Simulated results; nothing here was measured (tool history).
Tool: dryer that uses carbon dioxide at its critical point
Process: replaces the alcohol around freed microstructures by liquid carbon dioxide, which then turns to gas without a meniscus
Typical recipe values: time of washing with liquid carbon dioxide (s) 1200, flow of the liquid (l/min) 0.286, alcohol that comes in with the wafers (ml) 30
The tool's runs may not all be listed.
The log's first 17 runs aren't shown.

| run | hour | time of washing with liquid carbon dioxide (s) | flow of the liquid (l/min) | alcohol that comes in with the wafers (ml) | alcohol left in the vessel before it's heated (ppm by volume) |
|---|---|---|---|---|---|
| 18 | 141.1 | 1200 | 0.286 | 30 | 531 |
| 19 | 153.4 | 1200 | 0.286 | 30 | 555 |
| 20 | 165.8 | 1200 | 0.286 | 30 | 536 |
| 21 | 175.5 | 1200 | 0.286 | 30 | 547 |
| 22 | 182.6 | 1200 | 0.286 | 30 | 523 |
| 23 | 195.0 | 1740 | 0.478 | 51 | 56 |
| 24 | 202.4 | 780 | 0.378 | 38 | 1156 |
| 25 | 212.4 | 1020 | 0.311 | 35 | 868 |
| 26 | 222.7 | 1020 | 0.311 | 35 | 853 |
|  | 233.1 | inlet filter changed |
| 27 | 233.5 | 1020 | 0.311 | 35 | 612 |
| 28 | 240.2 | 1020 | 0.311 | 35 | 617 |
| 29 | 245.6 | 1020 | 0.311 | 35 | 620 |
| 30 | 252.9 | 1020 | 0.304 | 35 | 701 |
| 31 | 260.3 | 1740 | 0.221 | 34 | 303 |
| 32 | 270.0 | 1260 | 0.230 | 34 | 886 |
| 33 | 279.4 | 1260 | 0.230 | 34 | 892 |
| 34 | 287.3 | 1740 | 0.215 | 30 | 310 |

The next listed run, before its measurement:
| 35 | 297.5 | 1740 | 0.215 | 30 | ? |

{"run 35": {"alcohol left in the vessel before it's heated (ppm by volume)": 307}}
The same run, on a tool lacking any hidden state, would have yielded alcohol left in the vessel before it's heated (ppm by volume) 242.

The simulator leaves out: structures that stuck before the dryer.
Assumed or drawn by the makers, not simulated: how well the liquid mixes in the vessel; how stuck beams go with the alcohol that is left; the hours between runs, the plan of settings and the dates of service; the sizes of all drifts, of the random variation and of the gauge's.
